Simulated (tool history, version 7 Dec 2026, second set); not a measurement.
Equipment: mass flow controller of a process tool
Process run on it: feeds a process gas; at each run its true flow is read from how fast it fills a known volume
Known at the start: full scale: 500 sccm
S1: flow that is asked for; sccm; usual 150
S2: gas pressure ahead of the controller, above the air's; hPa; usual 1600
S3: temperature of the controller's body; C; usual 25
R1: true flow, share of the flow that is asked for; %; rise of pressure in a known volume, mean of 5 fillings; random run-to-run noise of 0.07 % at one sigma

run 1 hour=0 | S1=150 S2=1600 S3=25 | R1=98.48
run 2 hour=184.6 | S1=150 S2=1600 S3=25 | R1=98.65
run 3 hour=305.1 | S1=150 S2=1600 S3=25 | R1=98.85
run 4 hour=399.4 | S1=150 S2=1600 S3=25 | R1=98.8
run 5 hour=506.5 | S1=150 S2=1600 S3=25 | R1=98.99
run 6 hour=664.3 | S1=150 S2=1700 S3=25 | R1=99.11
run 7 hour=739.8 | S1=150 S2=1700 S3=21 | R1=99.63
run 8 hour=911.1 | S1=150 S2=1600 S3=26 | R1=99.15
run 9 hour=996.6 | S1=150 S2=1600 S3=22 | R1=99.57
run 10 hour=1172.6 | S1=150 S2=1600 S3=22 | R1=99.89
run 11 hour=1358.3 | S1=150 S2=1600 S3=35 | R1=98.91
run 12 hour=1448.2 | S1=116 S2=1600 S3=35 | R1=98.84
-- hour=1515.1 gauge calibrated
run 13 hour=1543.4 | S1=116 S2=1600 S3=35 | R1=97.56
run 14 hour=1706.6 | S1=150 S2=2330 S3=21 | R1=99.22
run 15 hour=1866.8 | S1=200 S2=1600 S3=23 | R1=99.24
run 16 hour=2033.7 | S1=200 S2=1600 S3=23 | R1=99.34
run 17 hour=2115.6 | S1=200 S2=1600 S3=23 | R1=99.4
run 18 hour=2232.9 | S1=104 S2=1410 S3=25 | R1=98.94
run 19 hour=2412.6 | S1=150 S2=1540 S3=25 | R1=99.34
run 20 hour=2521.1 | S1=150 S2=1540 S3=34 | R1=98.62
run 21 hour=2702.8 | S1=150 S2=1540 S3=34 | R1=98.81

Each row is a separate what-if for the run after 21, all from the same tool condition, not one after another. Results?
run A hour=2788.1 | S1=72 S2=1540 S3=32 | R1=?
run B hour=2788.1 | S1=208 S2=2620 S3=29 | R1=?
run C hour=2788.1 | S1=150 S2=1770 S3=35 | R1=?
run D hour=2788.1 | S1=174 S2=2650 S3=26 | R1=?
run E hour=2788.1 | S1=150 S2=2770 S3=25 | R1=?

run=A R1=98.63
run=B R1=99.92
run=C R1=98.8
run=D R1=100.03
run=E R1=99.98
The same runs, with their run-to-run variation unchanged, on a tool lacking any hidden condition would have given:
run=A R1=97.51
run=B R1=98.78
run=C R1=97.68
run=D R1=98.9
run=E R1=98.85
